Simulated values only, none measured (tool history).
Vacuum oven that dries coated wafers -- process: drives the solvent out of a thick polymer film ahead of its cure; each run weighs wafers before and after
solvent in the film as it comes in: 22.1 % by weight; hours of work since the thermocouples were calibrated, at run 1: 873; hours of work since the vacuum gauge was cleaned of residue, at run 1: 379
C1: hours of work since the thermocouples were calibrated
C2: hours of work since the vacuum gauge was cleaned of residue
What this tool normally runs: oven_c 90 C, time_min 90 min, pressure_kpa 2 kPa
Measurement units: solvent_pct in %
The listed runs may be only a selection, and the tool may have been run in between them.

run 1 hour=0 | oven_c=90 time_min=90 pressure_kpa=2 | C1=873 C2=379 | solvent_pct=1.91
-- hour=47.5 oven's thermocouples calibrated
run 2 hour=74.5 | oven_c=90 time_min=90 pressure_kpa=2 | C1=16 C2=423 | solvent_pct=1.9
run 3 hour=142.2 | oven_c=90 time_min=90 pressure_kpa=2 | C1=57 C2=463 | solvent_pct=1.9
run 4 hour=181.2 | oven_c=90 time_min=90 pressure_kpa=2 | C1=80 C2=487 | solvent_pct=1.93
run 5 hour=243.6 | oven_c=90 time_min=90 pressure_kpa=2 | C1=117 C2=524 | solvent_pct=1.9
run 6 hour=329.5 | oven_c=90 time_min=90 pressure_kpa=1.94 | C1=169 C2=575 | solvent_pct=1.91
run 7 hour=381.1 | oven_c=90 time_min=90 pressure_kpa=1.94 | C1=200 C2=606 | solvent_pct=1.89
run 8 hour=452.4 | oven_c=90 time_min=90 pressure_kpa=1.94 | C1=242 C2=649 | solvent_pct=1.85
run 9 hour=536.9 | oven_c=90 time_min=90 pressure_kpa=1.94 | C1=293 C2=699 | solvent_pct=1.85
run 10 hour=602.2 | oven_c=90 time_min=77 pressure_kpa=2 | C1=332 C2=738 | solvent_pct=2.28
run 11 hour=655.8 | oven_c=90 time_min=90 pressure_kpa=5.16 | C1=364 C2=771 | solvent_pct=3.82
run 12 hour=739.5 | oven_c=90 time_min=90 pressure_kpa=5.16 | C1=414 C2=821 | solvent_pct=3.84
run 13 hour=793.3 | oven_c=90 time_min=90 pressure_kpa=5.16 | C1=446 C2=853 | solvent_pct=3.81
run 14 hour=834.7 | oven_c=90 time_min=90 pressure_kpa=5.16 | C1=471 C2=878 | solvent_pct=3.82
run 15 hour=888.9 | oven_c=90 time_min=90 pressure_kpa=5.45 | C1=503 C2=910 | solvent_pct=4.02
run 16 hour=940.7 | oven_c=90 time_min=90 pressure_kpa=2 | C1=534 C2=941 | solvent_pct=1.87
run 17 hour=979.4 | oven_c=94 time_min=90 pressure_kpa=2 | C1=557 C2=964 | solvent_pct=1.5
run 18 hour=1061.1 | oven_c=94 time_min=90 pressure_kpa=2 | C1=606 C2=1013 | solvent_pct=1.49
run 19 hour=1147 | oven_c=94 time_min=90 pressure_kpa=2 | C1=658 C2=1064 | solvent_pct=1.5
run 20 hour=1186.7 | oven_c=90 time_min=90 pressure_kpa=2 | C1=682 C2=1088 | solvent_pct=1.95
run 21 hour=1255.7 | oven_c=90 time_min=135 pressure_kpa=4.57 | C1=723 C2=1129 | solvent_pct=2.95
run 22 hour=1316.8 | oven_c=98 time_min=95 pressure_kpa=1.74 | C1=759 C2=1166 | solvent_pct=0.97
run 23 hour=1373.3 | oven_c=98 time_min=95 pressure_kpa=1.74 | C1=793 C2=1200 | solvent_pct=0.95
run 24 hour=1424.9 | oven_c=105 time_min=90 pressure_kpa=3.87 | C1=824 C2=1231 | solvent_pct=1.46
run 25 hour=1506 | oven_c=90 time_min=90 pressure_kpa=5.03 | C1=873 C2=1279 | solvent_pct=3.75
-- hour=1555.8 oven's thermocouples calibrated
run 26 hour=1571.6 | oven_c=101 time_min=140 pressure_kpa=5.28 | C1=9 C2=1317 | solvent_pct=2.22
run 27 hour=1652.6 | oven_c=98 time_min=60 pressure_kpa=1.87 | C1=58 C2=1366 | solvent_pct=1.75
-- hour=1706.2 vacuum gauge cleaned of residue and calibrated
run 28 hour=1723.2 | oven_c=98 time_min=52 pressure_kpa=1.85 | C1=99 C2=10 | solvent_pct=2.12

For run 29, what comes out?
run 29 hour=1760.1 | oven_c=79 time_min=45 pressure_kpa=1.85 | C1=121 C2=32 | solvent_pct=?

Run 29 came out at solvent_pct 7.66 %.
Were there no unlogged condition in the tool, this run, its random variation unchanged, would have produced solvent_pct 7.66 %.
